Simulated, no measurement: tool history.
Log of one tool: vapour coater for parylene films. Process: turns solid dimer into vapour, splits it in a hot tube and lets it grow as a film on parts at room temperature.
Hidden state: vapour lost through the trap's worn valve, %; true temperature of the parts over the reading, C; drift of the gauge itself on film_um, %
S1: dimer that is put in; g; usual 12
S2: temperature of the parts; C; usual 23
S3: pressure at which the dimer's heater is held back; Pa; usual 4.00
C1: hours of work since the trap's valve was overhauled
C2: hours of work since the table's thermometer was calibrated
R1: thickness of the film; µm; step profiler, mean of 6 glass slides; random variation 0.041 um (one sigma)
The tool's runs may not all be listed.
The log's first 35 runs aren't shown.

Run 36, hour 1762.2: usual settings but S1 8 g, S3 5.95 Pa; C1 298; C2 704. Result: R1 2.71 µm.
At hour 1790.3: trap's valve overhauled.
Run 37, hour 1806.5: usual settings but S1 7 g, S3 5.95 Pa; C1 14; C2 740. Result: R1 2.46 µm.
Run 38, hour 1851.4: usual settings but S1 7 g, S3 5.95 Pa; C1 53; C2 778. Result: R1 2.39 µm.
Run 39, hour 1906.9: usual settings but S1 14 g, S3 2.33 Pa; C1 101; C2 827. Result: R1 5.89 µm.
Run 40, hour 1936.7: usual settings but S1 14 g, S2 32 C, S3 4.22 Pa; C1 127; C2 853. Result: R1 4.51 µm.
Run 41, hour 1964.1: usual settings but S1 6 g, S2 34 C; C1 151; C2 876. Result: R1 1.91 µm.
Run 42, hour 1998.2: usual settings but S1 7 g, S2 17 C, S3 4.65 Pa; C1 181; C2 906. Result: R1 2.77 µm.
Run 43, hour 2061.2: usual settings but S3 2.48 Pa; C1 235; C2 961. Result: R1 4.92 µm.
At hour 2114.1: table's thermometer calibrated.
Run 44, hour 2122.6: usual settings but S1 7 g, S2 16 C, S3 3.74 Pa; C1 288; C2 7. Result: R1 2.89 µm.
At hour 2165.1: trap's valve overhauled.
Run 45, hour 2189.2: usual settings but S1 5 g, S2 22 C, S3 7.66 Pa; C1 21; C2 62. Result: R1 1.60 µm.
Run 46, hour 2221.7: usual settings but S1 11 g, S2 30 C, S3 3.32 Pa; C1 49; C2 90. Result: R1 3.83 µm.

3 ways to go on from here, each from the tool as it stands after run 46. What would each give?
Run A, hour 2250.3: usual settings but S1 5 g, S2 18 C, S3 4.22 Pa; C1 74; C2 115. Result: R1 ?.
Run B, hour 2250.3: usual settings but S1 8 g, S2 30 C, S3 2.19 Pa; C1 74; C2 115. Result: R1 ?.
Run C, hour 2250.3: usual settings but S1 11 g, S2 30 C, S3 8.38 Pa; C1 74; C2 115. Result: R1 ?.

run    R1
  A  1.97
  B  3.02
  C  3.12
Without the tool's hidden state the same runs would have given:
run    R1
  A  1.97
  B  3.02
  C  3.13

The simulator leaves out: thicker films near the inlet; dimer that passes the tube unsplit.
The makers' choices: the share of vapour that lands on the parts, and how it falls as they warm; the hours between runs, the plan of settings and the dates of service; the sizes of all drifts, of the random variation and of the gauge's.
